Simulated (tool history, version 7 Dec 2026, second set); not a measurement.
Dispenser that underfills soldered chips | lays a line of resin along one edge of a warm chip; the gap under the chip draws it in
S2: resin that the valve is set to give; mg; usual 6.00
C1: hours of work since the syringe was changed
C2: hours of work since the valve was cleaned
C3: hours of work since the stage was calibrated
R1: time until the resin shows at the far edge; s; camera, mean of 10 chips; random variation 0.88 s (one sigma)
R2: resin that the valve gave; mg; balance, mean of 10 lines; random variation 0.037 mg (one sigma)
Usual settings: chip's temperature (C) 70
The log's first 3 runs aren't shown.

{"run": 4, "hour": 13.0, "chip's temperature (C)": 70, "S2": 6.58, "C1": 7, "C2": 84, "C3": 153, "R1": 124.1, "R2": 6.28}
{"hour": 15.1, "done": "new syringe of resin"}
{"run": 5, "hour": 18.4, "chip's temperature (C)": 70, "S2": 6.58, "C1": 2, "C2": 88, "C3": 157, "R1": 91.1, "R2": 6.28}
{"run": 6, "hour": 21.5, "chip's temperature (C)": 70, "S2": 6.58, "C1": 4, "C2": 90, "C3": 159, "R1": 103.3, "R2": 6.39}
{"run": 7, "hour": 26.7, "chip's temperature (C)": 70, "S2": 6.58, "C1": 8, "C2": 93, "C3": 162, "R1": 125.1, "R2": 6.29}
{"hour": 28.2, "done": "new syringe of resin"}
{"hour": 32.0, "done": "dispensing valve cleaned and set on the balance"}
{"run": 8, "hour": 32.5, "chip's temperature (C)": 70, "S2": 6.58, "C1": 2, "C2": 0, "C3": 165, "R1": 89.7, "R2": 6.55}
{"run": 9, "hour": 36.3, "chip's temperature (C)": 69, "S2": 6.0, "C1": 5, "C2": 3, "C3": 168, "R1": 108.1, "R2": 5.95}
{"run": 10, "hour": 40.5, "chip's temperature (C)": 69, "S2": 6.0, "C1": 8, "C2": 6, "C3": 171, "R1": 126.6, "R2": 5.93}
{"hour": 42.4, "done": "new syringe of resin"}
{"run": 11, "hour": 45.5, "chip's temperature (C)": 69, "S2": 6.0, "C1": 2, "C2": 9, "C3": 174, "R1": 94.0, "R2": 5.95}
{"run": 12, "hour": 49.5, "chip's temperature (C)": 85, "S2": 6.0, "C1": 5, "C2": 12, "C3": 176, "R1": 58.7, "R2": 5.97}
{"run": 13, "hour": 54.9, "chip's temperature (C)": 85, "S2": 7.04, "C1": 8, "C2": 15, "C3": 180, "R1": 70.6, "R2": 6.94}
{"hour": 55.6, "done": "new syringe of resin"}
{"run": 14, "hour": 60.6, "chip's temperature (C)": 85, "S2": 7.04, "C1": 3, "C2": 19, "C3": 184, "R1": 52.9, "R2": 6.93}
{"run": 15, "hour": 66.0, "chip's temperature (C)": 70, "S2": 6.0, "C1": 7, "C2": 22, "C3": 187, "R1": 119.0, "R2": 5.95}
{"hour": 68.7, "done": "new syringe of resin"}
{"run": 16, "hour": 70.5, "chip's temperature (C)": 70, "S2": 6.0, "C1": 1, "C2": 25, "C3": 190, "R1": 86.8, "R2": 5.91}
{"run": 17, "hour": 74.8, "chip's temperature (C)": 70, "S2": 6.72, "C1": 4, "C2": 28, "C3": 193, "R1": 100.3, "R2": 6.65}
{"run": 18, "hour": 79.2, "chip's temperature (C)": 70, "S2": 5.48, "C1": 7, "C2": 31, "C3": 196, "R1": 123.1, "R2": 5.36}

Run 19 comes next. What will it give?
{"hour": 81.8, "done": "new syringe of resin"}
{"run": 19, "hour": 82.1, "chip's temperature (C)": 66, "S2": 7.56, "C1": 0, "C2": 33, "C3": 198, "R1": "?", "R2": "?"}

Run 19 gave R1 94.6 s, R2 7.35 mg.
Without the tool's hidden state the same run would have given R1 96.4 s, R2 7.50 mg.
